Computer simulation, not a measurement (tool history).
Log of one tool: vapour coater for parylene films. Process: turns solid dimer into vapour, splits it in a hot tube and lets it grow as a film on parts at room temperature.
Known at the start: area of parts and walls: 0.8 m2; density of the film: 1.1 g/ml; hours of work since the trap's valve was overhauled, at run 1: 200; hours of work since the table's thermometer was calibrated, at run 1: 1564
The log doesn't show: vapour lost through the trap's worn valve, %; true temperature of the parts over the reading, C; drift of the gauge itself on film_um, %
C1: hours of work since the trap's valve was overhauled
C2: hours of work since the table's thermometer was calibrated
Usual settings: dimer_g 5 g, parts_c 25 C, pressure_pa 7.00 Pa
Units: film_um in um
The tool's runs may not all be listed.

Run 1, hour 0.0: usual settings; C1 200; C2 1564. Result: film_um 2.72 um.
Run 2, hour 33.6: usual settings; C1 228; C2 1593. Result: film_um 2.68 um.
Run 3, hour 90.7: usual settings; C1 277; C2 1641. Result: film_um 2.63 um.
Run 4, hour 158.7: usual settings; C1 334; C2 1699. Result: film_um 2.55 um.
Run 5, hour 238.6: usual settings but parts_c 19 C; C1 402; C2 1766. Result: film_um 2.90 um.
At hour 295.7: trap's valve overhauled.
Run 6, hour 318.0: usual settings; C1 19; C2 1830. Result: film_um 2.83 um.
Run 7, hour 359.5: usual settings but parts_c 29 C; C1 54; C2 1865. Result: film_um 2.55 um.
Run 8, hour 437.3: usual settings but parts_c 29 C; C1 120; C2 1931. Result: film_um 2.58 um.
Run 9, hour 515.7: usual settings but parts_c 29 C; C1 186; C2 1997. Result: film_um 2.46 um.
Run 10, hour 571.6: usual settings; C1 233; C2 2045. Result: film_um 2.67 um.
Run 11, hour 624.9: usual settings but parts_c 17 C; C1 278; C2 2090. Result: film_um 3.11 um.
Run 12, hour 687.3: usual settings but parts_c 17 C; C1 331; C2 2142. Result: film_um 3.15 um.
Run 13, hour 724.5: usual settings but parts_c 17 C; C1 363; C2 2174. Result: film_um 3.08 um.
Run 14, hour 779.2: usual settings but pressure_pa 5.66 Pa; C1 409; C2 2220. Result: film_um 2.58 um.
At hour 823.2: trap's valve overhauled.
Run 15, hour 842.2: usual settings but pressure_pa 5.66 Pa; C1 16; C2 2270. Result: film_um 2.96 um.
Run 16, hour 908.7: usual settings but pressure_pa 5.66 Pa; C1 72; C2 2326. Result: film_um 2.84 um.
Run 17, hour 989.4: usual settings but pressure_pa 2.84 Pa; C1 141; C2 2394. Result: film_um 2.99 um.
At hour 1005.2: table's thermometer calibrated.
Run 18, hour 1049.7: usual settings; C1 191; C2 38. Result: film_um 2.81 um.
Run 19, hour 1119.0: usual settings; C1 249; C2 96. Result: film_um 2.70 um.
Run 20, hour 1191.6: usual settings but parts_c 30 C; C1 311; C2 158. Result: film_um 2.37 um.
Run 21, hour 1229.2: usual settings but parts_c 30 C; C1 343; C2 189. Result: film_um 2.31 um.
Run 22, hour 1310.6: usual settings but parts_c 30 C; C1 411; C2 258. Result: film_um 2.27 um.
At hour 1352.7: trap's valve overhauled.
Run 23, hour 1353.4: usual settings but parts_c 30 C; C1 1; C2 291. Result: film_um 2.62 um.
Run 24, hour 1393.3: usual settings but parts_c 30 C; C1 34; C2 325. Result: film_um 2.60 um.
Run 25, hour 1443.2: usual settings but parts_c 30 C; C1 77; C2 367. Result: film_um 2.57 um.
Run 26, hour 1485.8: usual settings but parts_c 18 C, pressure_pa 3.24 Pa; C1 113; C2 403. Result: film_um 3.63 um.
Run 27, hour 1546.7: usual settings but parts_c 18 C, pressure_pa 3.24 Pa; C1 164; C2 455. Result: film_um 3.58 um.
Run 28, hour 1589.8: usual settings but dimer_g 8 g, parts_c 27 C; C1 201; C2 491. Result: film_um 4.20 um.
Run 29, hour 1638.0: usual settings but dimer_g 6 g, pressure_pa 5.90 Pa; C1 241; C2 532. Result: film_um 3.28 um.
Run 30, hour 1688.0: usual settings but dimer_g 4 g, pressure_pa 5.90 Pa; C1 284; C2 574. Result: film_um 2.20 um.
Run 31, hour 1742.1: usual settings but dimer_g 4 g, parts_c 18 C, pressure_pa 2.23 Pa; C1 329; C2 620. Result: film_um 2.79 um.
Run 32, hour 1790.8: usual settings but dimer_g 4 g, parts_c 18 C, pressure_pa 2.23 Pa; C1 371; C2 661. Result: film_um 2.73 um.
Run 33, hour 1831.0: usual settings but dimer_g 4 g, parts_c 18 C, pressure_pa 2.23 Pa; C1 405; C2 695. Result: film_um 2.71 um.
At hour 1879.0: trap's valve overhauled.
Run 34, hour 1892.3: usual settings but parts_c 20 C, pressure_pa 2.45 Pa; C1 11; C2 743. Result: film_um 3.68 um.
Run 35, hour 1949.7: usual settings but dimer_g 4 g, parts_c 29 C, pressure_pa 2.45 Pa; C1 60; C2 792. Result: film_um 2.32 um.
Run 36, hour 1991.3: usual settings but dimer_g 4 g, parts_c 36 C, pressure_pa 2.70 Pa; C1 95; C2 827. Result: film_um 1.96 um.
Run 37, hour 2065.8: usual settings but dimer_g 4 g, parts_c 37 C, pressure_pa 4.35 Pa; C1 158; C2 890. Result: film_um 1.74 um.
Run 38, hour 2135.1: usual settings but dimer_g 3 g, parts_c 29 C, pressure_pa 2.23 Pa; C1 217; C2 949. Result: film_um 1.69 um.
Run 39, hour 2179.7: usual settings but dimer_g 4 g, parts_c 18 C, pressure_pa 5.75 Pa; C1 254; C2 987. Result: film_um 2.58 um.
Run 40, hour 2226.3: usual settings but dimer_g 4 g, parts_c 18 C, pressure_pa 5.75 Pa; C1 294; C2 1026. Result: film_um 2.55 um.
Run 41, hour 2261.8: usual settings but dimer_g 6 g, parts_c 20 C, pressure_pa 5.35 Pa; C1 324; C2 1056. Result: film_um 3.62 um.
Run 42, hour 2342.8: usual settings but dimer_g 9 g, parts_c 17 C, pressure_pa 5.35 Pa; C1 392; C2 1125. Result: film_um 5.68 um.
At hour 2405.0: trap's valve overhauled.
Run 43, hour 2405.5: usual settings but parts_c 27 C, pressure_pa 5.89 Pa; C1 0; C2 1174. Result: film_um 2.85 um.
Run 44, hour 2438.8: usual settings but parts_c 27 C, pressure_pa 5.10 Pa; C1 29; C2 1202. Result: film_um 2.90 um.
Run 45, hour 2495.3: usual settings but parts_c 27 C, pressure_pa 5.10 Pa; C1 76; C2 1250. Result: film_um 2.81 um.
Run 46, hour 2552.1: usual settings but dimer_g 6 g, parts_c 18 C, pressure_pa 5.10 Pa; C1 124; C2 1298. Result: film_um 4.01 um.
Run 47, hour 2625.5: usual settings but dimer_g 2 g; C1 186; C2 1360. Result: film_um 1.07 um.
Run 48, hour 2701.2: usual settings but dimer_g 2 g, parts_c 18 C; C1 251; C2 1424. Result: film_um 1.24 um.

Forecast each of these 3 alternatives for the next run:
Run A, hour 2752.8: usual settings but dimer_g 4 g, parts_c 18 C; C1 294; C2 1468. Result: film_um ?.
Run B, hour 2752.8: usual settings but dimer_g 4 g, pressure_pa 11.93 Pa; C1 294; C2 1468. Result: film_um ?.
Run C, hour 2752.8: usual settings but dimer_g 8 g, parts_c 20 C, pressure_pa 12.00 Pa; C1 294; C2 1468. Result: film_um ?.

run  film_um
  A     2.47
  B     2.02
  C     4.49
Without the tool's hidden state the same runs would have given:
run  film_um
  A     2.82
  B     2.30
  C     5.12

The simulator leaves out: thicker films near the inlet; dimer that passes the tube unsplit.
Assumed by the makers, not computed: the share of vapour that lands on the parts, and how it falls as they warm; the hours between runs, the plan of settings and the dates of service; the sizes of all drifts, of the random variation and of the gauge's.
